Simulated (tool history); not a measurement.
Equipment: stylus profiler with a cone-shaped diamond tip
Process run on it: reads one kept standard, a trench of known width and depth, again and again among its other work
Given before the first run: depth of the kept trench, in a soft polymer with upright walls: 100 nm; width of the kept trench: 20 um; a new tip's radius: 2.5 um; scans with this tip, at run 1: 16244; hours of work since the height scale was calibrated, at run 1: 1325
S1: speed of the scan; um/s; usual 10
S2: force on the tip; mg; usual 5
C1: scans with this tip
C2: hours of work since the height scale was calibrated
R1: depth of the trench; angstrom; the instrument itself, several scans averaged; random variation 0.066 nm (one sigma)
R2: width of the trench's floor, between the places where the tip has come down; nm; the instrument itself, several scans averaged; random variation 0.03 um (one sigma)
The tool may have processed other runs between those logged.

| run | day | S1 | S2 | C1 | C2 | R1 | R2 |
|---|---|---|---|---|---|---|---|
| 1 | 0 | 10 | 5 | 16244 | 1325 | 1013.3 | 18180 |
| 2 | 2.792 | 10 | 5 | 16736 | 1365 | 1014.2 | 18220 |
| 3 | 4.771 | 3 | 5 | 17085 | 1394 | 1014.3 | 18240 |
| 4 | 6.292 | 10 | 2.64 | 17353 | 1416 | 1010.9 | 18190 |
| 5 | 8.042 | 10 | 2.64 | 17662 | 1441 | 1011.3 | 18170 |
| 6 | 10.242 | 10 | 3.97 | 18049 | 1472 | 1014.2 | 18210 |
| 7 | 12.492 | 10 | 2.12 | 18445 | 1505 | 1009.4 | 18170 |
| 8 | 13.696 | 10 | 2.12 | 18657 | 1522 | 1010.6 | 18170 |
| 9 | 16.075 | 10 | 2.12 | 19076 | 1556 | 1010.1 | 18150 |
| 10 | 18.575 | 10 | 5 | 19517 | 1592 | 1014.3 | 18160 |
| 11 | 20.121 | 10 | 5 | 19789 | 1614 | 1014.7 | 18150 |
| 12 | 21.583 | 10 | 2.72 | 20047 | 1635 | 1012.6 | 18160 |
| 13 | 23.812 | 10 | 2.72 | 20440 | 1668 | 1011 | 18130 |
|  | 24.533 | height scale calibrated on a step standard |
| 14 | 25.267 | 9 | 5 | 20693 | 11 | 1015.8 | 18090 |
| 15 | 27.692 | 10 | 3.4 | 21119 | 45 | 1013.8 | 18100 |
| 16 | 29.938 | 10 | 3.84 | 21515 | 78 | 1014.9 | 18090 |
| 17 | 31.758 | 10 | 3.84 | 21836 | 104 | 1015.3 | 18140 |
| 18 | 33.004 | 10 | 3.84 | 22056 | 122 | 1014.5 | 18110 |
| 19 | 34.925 | 10 | 5 | 22394 | 149 | 1016.8 | 18080 |
| 20 | 37.246 | 10 | 5 | 22803 | 183 | 1016.4 | 18070 |
| 21 | 39.233 | 4 | 5 | 23154 | 211 | 1016.3 | 18150 |
|  | 41.033 | height scale calibrated on a step standard, once more |
| 22 | 42 | 10 | 5 | 23637 | 14 | 1011.1 | 18070 |
| 23 | 43.388 | 10 | 7.39 | 23881 | 34 | 1013.6 | 18120 |
| 24 | 44.854 | 5 | 7.58 | 24140 | 55 | 1012.7 | 18120 |
| 25 | 46.096 | 5 | 7.58 | 24359 | 73 | 1013.8 | 18130 |
| 26 | 47.983 | 5 | 7.58 | 24691 | 100 | 1014.7 | 18090 |
| 27 | 49.138 | 5 | 7.58 | 24895 | 116 | 1013.5 | 18080 |
| 28 | 51.754 | 5 | 7.58 | 25356 | 154 | 1014.1 | 18090 |
| 29 | 52.971 | 5 | 7.58 | 25570 | 172 | 1014.2 | 18100 |
| 30 | 55.45 | 23 | 6.74 | 26007 | 207 | 1013.1 | 17950 |
| 31 | 58.167 | 11 | 1.89 | 26485 | 246 | 1006.5 | 17970 |
| 32 | 60.571 | 11 | 1.89 | 26909 | 281 | 1007.4 | 18010 |
| 33 | 62.196 | 11 | 1.89 | 27195 | 304 | 1006.8 | 18010 |
| 34 | 64.508 | 3 | 5.67 | 27603 | 337 | 1013.4 | 18080 |
| 35 | 66.175 | 10 | 12.56 | 27896 | 361 | 1020.3 | 18000 |
| 36 | 68.933 | 10 | 12.56 | 28383 | 401 | 1020.7 | 18050 |
| 37 | 70.621 | 10 | 2.1 | 28680 | 425 | 1007.2 | 17980 |
| 38 | 73.004 | 10 | 2.1 | 29100 | 460 | 1006.6 | 17970 |
| 39 | 75.696 | 10 | 2.46 | 29574 | 498 | 1008.5 | 17970 |
| 40 | 78.154 | 10 | 2.46 | 30007 | 534 | 1008.4 | 18000 |
| 41 | 79.504 | 10 | 2.46 | 30245 | 553 | 1008.5 | 17990 |
| 42 | 81.483 | 11 | 13.12 | 30594 | 581 | 1022 | 18000 |
| 43 | 82.629 | 4 | 5.18 | 30795 | 598 | 1013.3 | 18010 |
| 44 | 84.588 | 4 | 2.52 | 31140 | 626 | 1008.7 | 17910 |
| 45 | 86.404 | 2 | 2.17 | 31460 | 652 | 1008.3 | 17930 |

For each entry between runs, how does the tool's hidden state at the last listed run before it compare with that at the first listed run after it?
Logged between run 13 and run 14: height scale calibrated on a step standard (day 24.533)
  radius of the tip, um: 4.2 -> 4.22; height scale over the true one, %: 0.491 -> 0.6
  measured minus no-state result, R1: +4.9 -> +6 angstrom; R2: -420 -> -430 nm
Logged between run 21 and run 22: height scale calibrated on a step standard, once more (day 41.033)
  radius of the tip, um: 4.42 -> 4.46; height scale over the true one, %: 0.664 -> 0.033
  measured minus no-state result, R1: +6.7 -> +0.3 angstrom; R2: -470 -> -480 nm

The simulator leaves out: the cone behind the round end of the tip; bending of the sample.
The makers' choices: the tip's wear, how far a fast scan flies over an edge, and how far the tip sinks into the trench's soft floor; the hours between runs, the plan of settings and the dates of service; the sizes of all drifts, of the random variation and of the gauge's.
